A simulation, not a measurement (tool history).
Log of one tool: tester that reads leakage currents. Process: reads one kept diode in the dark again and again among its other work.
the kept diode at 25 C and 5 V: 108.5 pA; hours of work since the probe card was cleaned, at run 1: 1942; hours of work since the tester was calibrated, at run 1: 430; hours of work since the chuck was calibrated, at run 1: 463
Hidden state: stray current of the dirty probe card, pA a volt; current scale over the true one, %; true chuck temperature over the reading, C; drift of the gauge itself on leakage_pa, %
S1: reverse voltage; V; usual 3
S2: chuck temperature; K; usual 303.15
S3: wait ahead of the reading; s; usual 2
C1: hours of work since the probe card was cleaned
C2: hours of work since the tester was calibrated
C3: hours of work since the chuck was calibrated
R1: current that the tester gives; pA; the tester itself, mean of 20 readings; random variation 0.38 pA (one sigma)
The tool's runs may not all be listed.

run	hour	S1	S2	S3	C1	C2	C3	R1
1	0	3	303.15	2	1942	430	463	136.81
2	32.9	3	303.15	2	1963	450	483	136.84
3	61.8	3	303.15	2	1980	468	501	137.62
4	77.5	3	303.15	2	1990	477	510	137.03
5	93.6	3	303.15	2	2000	487	520	137.29
6	108.3	3	303.15	2	2009	496	529	137.83
7	125.7	3	303.15	2	2020	507	540	138.31
8	154.2	3	303.15	2	2037	524	558	138.86
9	182.8	3	303.15	2	2055	542	575	138.17
10	215	3	303.15	2	2075	562	595	138.85
11	243.9	3	303.15	2	2092	580	613	140.37
12	260.4	3	303.15	2	2103	590	623	139.55
13	278.1	3	303.15	2	2113	601	634	140.71
14	302.7	3	303.15	2	2129	616	649	141.24
15	333.6	3	303.15	2	2148	635	668	141.69
16	355.5	3	303.15	2	2161	648	681	142.15
17	379.6	3	303.15	2	2176	663	696	142.01
18	394.8	3	303.15	1.66	2185	672	706	142.13
19	422.1	1.03	303.15	1.66	2202	689	722	87.15
20	451.3	1.03	303.15	1.66	2220	707	740	88.16
21	476.1	3	294.15	1.94	2235	722	756	73.01
22	505.1	3	294.15	1.94	2253	740	773	73.4
23	523.4	3	294.15	1.94	2264	751	785	74.2
24	537.2	3	325.15	0.96	2273	760	793	644.14
25	556.8	3	321.15	2	2285	772	805	498.75
26	574.7	3	321.15	2	2296	783	816	499.18
27	605.3	3	321.15	2	2315	802	835	501.58
28	624.5	3	321.15	2	2327	814	847	505.47
29	637.8	3	321.15	2	2335	822	855	504.08
30	658.3	3	321.15	2	2347	834	868	504.6
31	690.6	17.8	309.15	8.69	2367	854	887	505.76
32	716.2	4.11	303.15	3.53	2383	870	903	169.87
33	738.5	3.84	332.15	2.5	2397	884	917	1134.03
34	765.9	3	312.15	4.04	2413	901	934	278.04
# hour 794.8: chuck's temperature calibrated
35	797.9	3	330.15	9.89	2432	919	2	794.82
36	828	1.39	310.15	3.76	2450	938	20	149.66
37	845.3	1.39	310.15	3.76	2461	948	31	149.75
38	876.6	1.39	310.15	3.76	2480	967	50	150.97
39	897.9	5.19	310.15	2.12	2493	980	63	272.76
40	912.5	1.59	310.15	2.12	2502	989	72	160.41

Forecast each of these 4 alternatives for the next run:
A	940	3	300.15	0.43	2519	1006	89	?
B	940	3	306.15	2	2519	1006	89	?
C	940	6.66	319.15	0.5	2519	1006	89	?
D	940	3	321.15	2	2519	1006	89	?

run	R1
A	106.2
B	161.33
C	571.9
D	453.4
Without the tool's hidden state the same runs would have given:
run	R1
A	103.21
B	157.69
C	561.92
D	446.75
